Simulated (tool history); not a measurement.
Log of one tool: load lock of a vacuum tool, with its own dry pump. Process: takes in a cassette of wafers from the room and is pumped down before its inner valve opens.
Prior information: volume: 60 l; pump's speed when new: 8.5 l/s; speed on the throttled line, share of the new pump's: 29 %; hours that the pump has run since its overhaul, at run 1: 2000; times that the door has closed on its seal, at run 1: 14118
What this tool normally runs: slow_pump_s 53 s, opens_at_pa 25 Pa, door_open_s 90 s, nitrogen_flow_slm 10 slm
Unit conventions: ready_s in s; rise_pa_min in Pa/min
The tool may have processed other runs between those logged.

run,hour,slow_pump_s,opens_at_pa,door_open_s,nitrogen_flow_slm,hours that the pump has run since its overhaul,times that the door has closed on its seal,"incoming humidity of the room's air, %",ready_s,rise_pa_min
1,0,53,25,90,10,2000,14118,43.6,96.6,0.063
2,403.1,53,29,90,10,2403,15309,45.9,94.7,0.062
3,833,53,29,90,10,2833,16580,45.3,95.1,0.059
4,1049,53,26,90,10,3049,17219,39.8,94.9,0.051
5,1364.4,53,26,90,10,3364,18151,46.3,95.5,0.063
6,1558.6,53,25,90,4,3559,18725,45.7,96.8,0.067
7,2024.8,53,25,90,4,4025,20103,45.9,96.7,0.074
8,2228.8,53,25,90,4,4229,20706,45.8,97,0.072
9,2659.9,53,25,90,4,4660,21980,46,95.7,0.066
10,3118.6,82,25,90,4,5119,23336,44.2,116.8,0.072
11,3334.2,82,25,90,4,5334,23974,48.5,116.8,0.071
12,3755.2,82,25,90,4,5755,25218,45.5,116.7,0.069
13,4158.3,38,25,90,4,6158,26410,48.7,85.5,0.074
14,4554,53,25,90,10,6554,27580,45.9,96.6,0.064
15,4850.4,53,48,90,10,6850,28456,46.6,91.9,0.068
16,5043,53,25,52,10,7043,29025,45,96.2,0.044
17,5330.2,53,25,52,10,7330,29874,41.5,96.7,0.04
18,5604.8,53,25,52,33,7605,30686,42.6,97.3,0.035
19,5947.6,53,25,52,33,7948,31699,44.1,97.8,0.029
20,6173,53,21,25,10,8173,32365,44.5,98.2,0.032
21,6494.9,53,21,70,7,8495,33317,42.1,97.8,0.053
22,6934.2,55,45,142,11,8934,34615,45.8,92.8,0.076
23,7126.3,55,27,142,11,9126,35183,42.2,96.2,0.07
24,7404.5,53,33,37,28,9404,36006,43.1,94.9,0.036
25,7629.8,53,33,37,28,9630,36672,45.2,94.5,0.031
26,8102.1,53,25,39,19,10102,38068,44.3,95.9,0.035
27,8473.2,53,25,39,19,10473,39165,42.3,95.9,0.035
28,8924.8,64,42,177,10,10925,40500,46.8,99.5,0.091
29,9236,59,34,30,23,11236,41420,50.1,99.6,0.032
30,9487.8,57,34,87,20,11488,42164,45.8,97.4,0.05
31,9906.2,80,31,90,10,11906,43401,50.9,114.2,0.069
32,10326.5,88,19,90,37,12326,44643,44.6,123.1,0.04
33,10537.4,53,18,126,12,12537,45267,46.9,98.3,0.073
34,10775.4,53,18,126,12,12775,45970,41.8,100.1,0.069
35,11000.8,75,25,90,11,13001,46637,42.9,111.8,0.059
36,11252.6,66,25,90,21,13253,47381,47.5,106.3,0.056

Below are 4 alternative next runs, each starting from the tool's condition after run 36. Predict each:
A,11677.8,89,19,90,9,13678,48638,45.5,?,?
B,11677.8,66,25,90,21,13678,48638,44.5,?,?
C,11677.8,53,48,90,10,13678,48638,46.5,?,?
D,11677.8,71,25,90,21,13678,48638,42.7,?,?

run,ready_s,rise_pa_min
A,124,0.065
B,105.7,0.047
C,92.7,0.06
D,110.9,0.044
The same runs, with their run-to-run variation unchanged, on a tool lacking any hidden condition would have given:
run,ready_s,rise_pa_min
A,124,0.064
B,105.7,0.046
C,92.7,0.059
D,110.8,0.043
